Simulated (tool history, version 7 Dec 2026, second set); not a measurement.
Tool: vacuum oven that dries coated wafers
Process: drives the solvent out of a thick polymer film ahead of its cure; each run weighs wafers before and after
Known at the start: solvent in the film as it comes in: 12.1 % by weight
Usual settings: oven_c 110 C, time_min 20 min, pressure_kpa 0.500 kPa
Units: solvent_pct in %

run    hour  oven_c  time_min  pressure_kpa  solvent_pct
  1     0.0     110        20         0.500         0.91
  2    64.7     110        20         0.500         0.95
  3   123.3     110        20         0.275         0.87
  4   194.2     110        12         0.500         2.27
  5   234.1     110        12         0.500         2.24
  6   284.3     110        12         0.500         2.27
  7   341.2     110        20         0.500         0.97
  8   403.4     110        20         0.500         0.93
  9   457.5     110        20         0.740         1.10
 10   503.0     110        20         0.740         1.03
 11   546.1     110        20         0.740         1.08
 12   578.2     110        20         0.500         1.00
 13   632.1     110        11         0.500         2.63
 14   668.5     110        11         0.500         2.62
 15   738.5     110        32         0.858         0.56
 16   774.7     110        27         1.685         0.99
 17   845.3     117        12         0.500         1.50
 18   911.5      99        22         0.500         1.99
 19   971.9      99        22         0.500         2.09
 20  1032.5      99        22         0.500         2.06
 21  1083.6      99        22         0.500         2.07
 22  1152.3      99        21         0.500         2.15
 23  1204.8     110        14         1.072         2.13
 24  1239.7     110        14         1.072         2.08

Measured less the same run without the tool's hidden state. The same run-to-run variation is in both; the gauge's scatter may not be:
The hidden state here: true wafer temperature over the reading, C; true pressure over the reading, kPa; drift of the gauge itself on solvent_pct, %.
run  solvent_pct
  1        +0.02
  2        +0.03
  3        +0.04
  4        +0.05
  5        +0.06
  6        +0.06
  7        +0.07
  8        +0.08
  9        +0.09
 10        +0.09
 11        +0.10
 12        +0.10
 13        +0.12
 14        +0.12
 15        +0.11
 16        +0.12
 17        +0.13
 18        +0.21
 19        +0.22
 20        +0.23
 21        +0.24
 22        +0.26
 23        +0.21
 24        +0.22
